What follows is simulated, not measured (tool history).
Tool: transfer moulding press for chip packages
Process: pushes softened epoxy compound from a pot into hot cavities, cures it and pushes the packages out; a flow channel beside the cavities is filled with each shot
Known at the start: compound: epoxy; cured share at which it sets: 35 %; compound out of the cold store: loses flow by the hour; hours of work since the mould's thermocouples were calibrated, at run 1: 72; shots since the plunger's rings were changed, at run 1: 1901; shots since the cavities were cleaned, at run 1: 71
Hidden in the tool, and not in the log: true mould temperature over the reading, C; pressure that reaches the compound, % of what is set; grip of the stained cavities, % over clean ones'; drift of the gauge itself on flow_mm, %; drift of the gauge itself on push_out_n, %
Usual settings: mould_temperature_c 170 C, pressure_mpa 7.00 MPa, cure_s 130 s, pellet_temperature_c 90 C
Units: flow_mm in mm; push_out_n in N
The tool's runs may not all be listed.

run	hour	mould_temperature_c	pressure_mpa	cure_s	pellet_temperature_c	hours of work since the mould's thermocouples were calibrated	shots since the plunger's rings were changed	shots since the cavities were cleaned	incoming compound's hours out of the cold store	flow_mm	push_out_n
1	0.0	170	7.00	130	90	72	1901	71	41.7	866	406
2	20.3	170	6.92	130	90	86	2103	273	45.6	851	476
3	38.6	170	6.92	130	90	99	2285	455	10.6	973	567
4	52.1	170	6.92	130	90	108	2420	590	17.8	945	606
# hour 58.5: cavities cleaned with cleaning compound and waxed
5	86.6	170	6.92	130	90	132	2749	281	41.1	858	481
6	101.2	170	6.92	130	90	142	2894	426	13.4	958	562
# hour 123.9: cavities cleaned with cleaning compound and waxed
7	126.6	170	6.92	130	90	159	3132	28	8.0	977	394
8	145.4	170	7.00	130	90	172	3319	215	34.8	876	456
9	166.2	170	7.00	130	97	187	3525	421	39.4	860	556
10	185.5	170	7.00	130	97	200	3718	614	23.6	917	605
# hour 188.7: cavities cleaned with cleaning compound and waxed
11	205.9	170	7.00	130	97	213	3906	171	32.5	877	458
12	231.6	170	7.00	130	97	232	4162	427	36.7	867	545
# hour 254.6: cavities cleaned with cleaning compound and waxed
13	262.8	170	7.00	130	97	252	4457	81	44.1	833	406
14	295.0	170	7.00	130	97	275	4778	402	26.0	897	548
# hour 321.0: cavities cleaned with cleaning compound and waxed
15	325.5	170	7.00	112	97	296	5067	45	45.9	824	431
16	346.8	168	6.01	141	100	311	5279	257	35.3	801	492
# hour 355.9: plunger's sealing rings changed
17	365.5	168	6.01	141	100	322	96	418	12.3	936	543
# hour 388.3: cavities cleaned with cleaning compound and waxed
18	389.1	174	7.00	163	91	338	317	8	42.9	873	337
19	407.4	174	7.00	163	91	350	498	189	8.2	1008	425
20	440.1	174	6.96	144	91	374	823	514	17.5	960	532
# hour 453.7: cavities cleaned with cleaning compound and waxed
21	466.7	174	6.96	144	91	391	1074	129	14.9	967	400
22	483.8	169	7.00	159	84	403	1245	300	25.9	941	446
# hour 518.3: cavities cleaned with cleaning compound and waxed
23	518.3	176	6.12	149	99	427	1573	0	30.8	841	326
24	547.7	172	7.18	148	82	447	1865	292	45.2	872	454
25	566.9	170	8.67	134	90	461	2056	483	16.9	1071	559
# hour 582.8: cavities cleaned with cleaning compound and waxed
26	592.1	170	5.54	130	88	477	2292	92	9.8	883	436
27	612.8	167	5.54	130	88	492	2498	298	18.4	858	593

Hidden state or all else? Some run-to-run changes of flow_mm, split into what the settings, what came in and random variation would give without the hidden state, and what is left for the hidden state (with any gauge scatter that isn't in both results):
Run 2 -> 3: no setting changed, nothing entered. flow_mm +122 mm: hidden state -7, all else +129.
Run 16 -> 17: plunger's sealing rings changed. flow_mm +135 mm: hidden state +52, all else +83.
Run 24 -> 25: mould_temperature_c 172 -> 170, pressure_mpa 7.18 -> 8.67, cure_s 148 -> 134, pellet_temperature_c 82 -> 90. flow_mm +199 mm: hidden state -7, all else +206.
Run 25 -> 26: pressure_mpa 8.67 -> 5.54, cure_s 134 -> 130, pellet_temperature_c 90 -> 88, cavities cleaned with cleaning compound and waxed. flow_mm -188 mm: hidden state +2, all else -190.
